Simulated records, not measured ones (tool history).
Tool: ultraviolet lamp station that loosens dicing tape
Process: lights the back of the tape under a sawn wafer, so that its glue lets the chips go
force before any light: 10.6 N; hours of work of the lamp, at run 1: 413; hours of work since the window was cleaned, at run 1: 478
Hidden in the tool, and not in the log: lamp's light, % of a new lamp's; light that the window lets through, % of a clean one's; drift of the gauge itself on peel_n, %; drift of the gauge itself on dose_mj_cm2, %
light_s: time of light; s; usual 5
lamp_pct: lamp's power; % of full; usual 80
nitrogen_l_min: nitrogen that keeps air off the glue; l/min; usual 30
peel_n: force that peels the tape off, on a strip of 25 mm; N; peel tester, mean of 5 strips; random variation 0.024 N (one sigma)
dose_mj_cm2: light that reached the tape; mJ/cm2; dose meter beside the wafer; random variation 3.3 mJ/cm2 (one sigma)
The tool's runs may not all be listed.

run     day  light_s  lamp_pct  nitrogen_l_min  hours of work of the lamp  hours of work since the window was cleaned  peel_n  dose_mj_cm2
  1   0.000        5        80              30                        413                                         478   1.212          527
  2   0.529        5        80              30                        419                                         484   1.214          534
  3   1.242        5        80              30                        427                                         492   1.212          531
  4   2.079        5        80              30                        436                                         501   1.268          527
  5   3.104        5        80              30                        447                                         512   1.204          526
  6   4.104        5        80              30                        458                                         523   1.243          532
  7   4.788        5        80              30                        466                                         531   1.176          529
  8   5.717        5        80              30                        476                                         541   1.209          529
  9   6.246        5        80              30                        482                                         547   1.154          532
 10   7.071        5        80              30                        491                                         556   1.190          535
      7.612  -- window cleaned of glue's vapour
 11   7.908        5        80              30                        500                                           3   1.183          527
 12   8.950        5        81              15                        511                                          15   1.777          537
 13   9.938        5        81              15                        522                                          25   1.801          538
 14  10.588        5        81              17                        529                                          33   1.658          531
 15  11.238        4        81              16                        536                                          40   2.511          426
 16  12.117        3        89              35                        546                                          49   2.177          351
 17  12.758        5        83              54                        553                                          56   0.811          547
 18  13.296        5        79               9                        559                                          62   2.431          524
 19  14.225        5        61              38                        569                                          72   1.730          405
 20  14.729        5        61              38                        574                                          78   1.697          398
 21  15.221        5        61              38                        580                                          83   1.804          405
 22  16.242        9        61              38                        591                                          95   0.533          726

How the hidden state differs across the entries between the runs, from the last listed run before each to the first after it:
Between runs 10 and 11: window cleaned of glue's vapour (day 7.612)
  no hidden state differs between the two runs
